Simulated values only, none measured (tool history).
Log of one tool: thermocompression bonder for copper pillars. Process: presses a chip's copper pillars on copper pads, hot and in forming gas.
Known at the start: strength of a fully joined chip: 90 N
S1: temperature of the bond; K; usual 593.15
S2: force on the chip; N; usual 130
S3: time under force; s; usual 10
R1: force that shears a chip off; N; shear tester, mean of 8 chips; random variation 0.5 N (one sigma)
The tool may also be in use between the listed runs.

{"run": 1, "day": 0.0, "S1": 593.15, "S2": 130, "S3": 10, "R1": 65.0}
{"run": 2, "day": 0.25, "S1": 593.15, "S2": 105, "S3": 10, "R1": 56.0}
{"run": 3, "day": 0.5, "S1": 593.15, "S2": 105, "S3": 10, "R1": 55.2}
{"run": 4, "day": 0.683, "S1": 593.15, "S2": 107, "S3": 10, "R1": 55.9}
{"run": 5, "day": 1.054, "S1": 593.15, "S2": 107, "S3": 10, "R1": 57.1}
{"run": 6, "day": 1.475, "S1": 593.15, "S2": 130, "S3": 10, "R1": 64.5}
{"run": 7, "day": 1.858, "S1": 593.15, "S2": 130, "S3": 10, "R1": 63.7}
{"run": 8, "day": 2.312, "S1": 593.15, "S2": 130, "S3": 10, "R1": 64.7}
{"run": 9, "day": 2.604, "S1": 593.15, "S2": 130, "S3": 10, "R1": 65.6}
{"run": 10, "day": 2.829, "S1": 593.15, "S2": 130, "S3": 11, "R1": 66.1}
{"run": 11, "day": 3.225, "S1": 593.15, "S2": 130, "S3": 7, "R1": 58.7}
{"run": 12, "day": 3.638, "S1": 593.15, "S2": 130, "S3": 14, "R1": 68.4}
{"run": 13, "day": 3.9, "S1": 593.15, "S2": 130, "S3": 14, "R1": 70.1}
{"run": 14, "day": 4.254, "S1": 599.15, "S2": 143, "S3": 11, "R1": 72.3}
{"run": 15, "day": 4.617, "S1": 599.15, "S2": 143, "S3": 11, "R1": 73.2}
{"run": 16, "day": 4.883, "S1": 599.15, "S2": 143, "S3": 11, "R1": 73.6}
{"run": 17, "day": 5.204, "S1": 599.15, "S2": 143, "S3": 12, "R1": 73.2}
{"run": 18, "day": 5.608, "S1": 593.15, "S2": 114, "S3": 6, "R1": 51.7}
{"run": 19, "day": 5.854, "S1": 615.15, "S2": 106, "S3": 6, "R1": 59.7}
{"run": 20, "day": 6.158, "S1": 615.15, "S2": 106, "S3": 6, "R1": 59.4}
{"run": 21, "day": 6.546, "S1": 597.15, "S2": 143, "S3": 9, "R1": 69.5}
{"run": 22, "day": 6.775, "S1": 567.15, "S2": 123, "S3": 9, "R1": 46.1}
{"run": 23, "day": 7.083, "S1": 593.15, "S2": 97, "S3": 12, "R1": 54.6}
{"run": 24, "day": 7.542, "S1": 590.15, "S2": 88, "S3": 12, "R1": 49.9}

The same runs without the tool's hidden state, with the same run-to-run variation:
The hidden state here: true temperature of the bond over the reading, C; force that reaches the chip, % of what is set; oxide that the forming gas leaves, % of the face; drift of the gauge itself on shear_n, %.
run=1 R1=65.3
run=2 R1=56.4
run=3 R1=55.5
run=4 R1=56.3
run=5 R1=57.5
run=6 R1=64.9
run=7 R1=64.1
run=8 R1=65.1
run=9 R1=66.1
run=10 R1=66.5
run=11 R1=59.1
run=12 R1=68.9
run=13 R1=70.6
run=14 R1=72.8
run=15 R1=73.7
run=16 R1=74.1
run=17 R1=73.7
run=18 R1=52.1
run=19 R1=60.2
run=20 R1=59.9
run=21 R1=70.0
run=22 R1=46.5
run=23 R1=55.1
run=24 R1=50.3
